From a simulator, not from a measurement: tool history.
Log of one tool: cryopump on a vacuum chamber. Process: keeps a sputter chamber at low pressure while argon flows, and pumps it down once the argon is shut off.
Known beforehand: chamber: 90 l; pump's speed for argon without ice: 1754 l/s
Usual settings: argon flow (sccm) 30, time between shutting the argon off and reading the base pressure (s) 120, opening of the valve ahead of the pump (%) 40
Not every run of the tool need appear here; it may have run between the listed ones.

run    hour  argon flow (sccm)  time between shutting the argon off and reading the base pressure (s)  opening of the valve ahead of the pump (%)  pressure while argon flows (Pa)  pressure after the wait (uPa)
  1     0.0                 30                                                                    120                                          40                           0.0759                           0.91
  2    73.8                 30                                                                     24                                          40                           0.0763                           3.30
  3   165.9                 30                                                                     24                                          40                           0.0774                           3.18
  4   269.5                 30                                                                     24                                          40                           0.0772                           3.25
  5   381.7                 24                                                                    120                                          40                           0.0613                           0.93
  6   474.3                 30                                                                    120                                          47                           0.0663                           0.89
  7   538.6                 30                                                                    120                                          47                           0.0669                           0.96
  8   637.8                 30                                                                    120                                          47                           0.0672                           0.99
  9   703.2                 30                                                                    120                                          47                           0.0674                           0.99
 10   820.0                 30                                                                    120                                          47                           0.0676                           1.00
 11   933.6                 30                                                                    120                                          47                           0.0688                           1.00
 12  1048.7                 25                                                                    120                                          47                           0.0577                           1.06
 13  1163.0                 25                                                                    120                                          47                           0.0582                           1.04
 14  1261.7                 25                                                                    120                                          47                           0.0585                           1.13
 15  1324.5                 25                                                                    120                                          20                           0.1203                           1.00
 16  1372.6                 28                                                                    120                                          40                           0.0675                           0.98
 17  1435.6                 30                                                                     93                                          40                           0.0737                           1.15
 18  1509.6                 30                                                                     35                                          40                           0.0730                           2.46
 19  1584.3                 44                                                                     51                                          35                           0.1221                           1.76
 20  1659.4                 30                                                                     51                                          40                           0.0735                           1.84
 21  1762.9                 30                                                                     51                                          40                           0.0738                           1.85
 22  1878.0                 15                                                                     28                                          25                           0.0584                           3.05
 23  1926.9                 15                                                                     28                                          25                           0.0587                           2.97
 24  2027.5                 15                                                                     28                                          25                           0.0593                           3.07
 25  2110.4                 20                                                                     39                                          51                           0.0403                           2.36
 26  2209.5                 20                                                                     51                                          46                           0.0446                           1.97
 27  2267.7                 19                                                                    250                                          56                           0.0349                           0.85
 28  2383.3                 20                                                                    157                                          21                           0.0940                           1.03
 29  2434.6                 30                                                                    132                                          54                           0.0575                           1.11
 30  2494.6                 30                                                                    164                                          55                           0.0572                           1.02
 31  2558.2                 19                                                                    191                                          30                           0.0637                           0.97
 32  2619.8                 19                                                                    191                                          53                           0.0369                           0.96
 33  2724.0                 17                                                                     56                                          29                           0.0590                           1.93
 34  2801.1                 17                                                                     56                                          29                           0.0599                           1.87
 35  2850.3                 29                                                                    290                                          40                           0.0751                           0.93

Put back what was entered between runs (1 entry, withheld): which listed runs does each sit between, and how does the hidden state differ from the listed run before to the listed run after?
Run 14 -> run 15: pump warmed up, emptied and cooled again (hour 1321.7)
  pump's speed, % of a pump's without ice: 77.4 -> 99.9; cold plate's temperature, K: 12.4 -> 12.41; leak into the chamber, uPa l/s: 672 -> 683
  measured less the result without the state, pressure while argon flows (Pa): +0.0073 -> +0.0003; pressure after the wait (uPa): +0.34 -> +0.22

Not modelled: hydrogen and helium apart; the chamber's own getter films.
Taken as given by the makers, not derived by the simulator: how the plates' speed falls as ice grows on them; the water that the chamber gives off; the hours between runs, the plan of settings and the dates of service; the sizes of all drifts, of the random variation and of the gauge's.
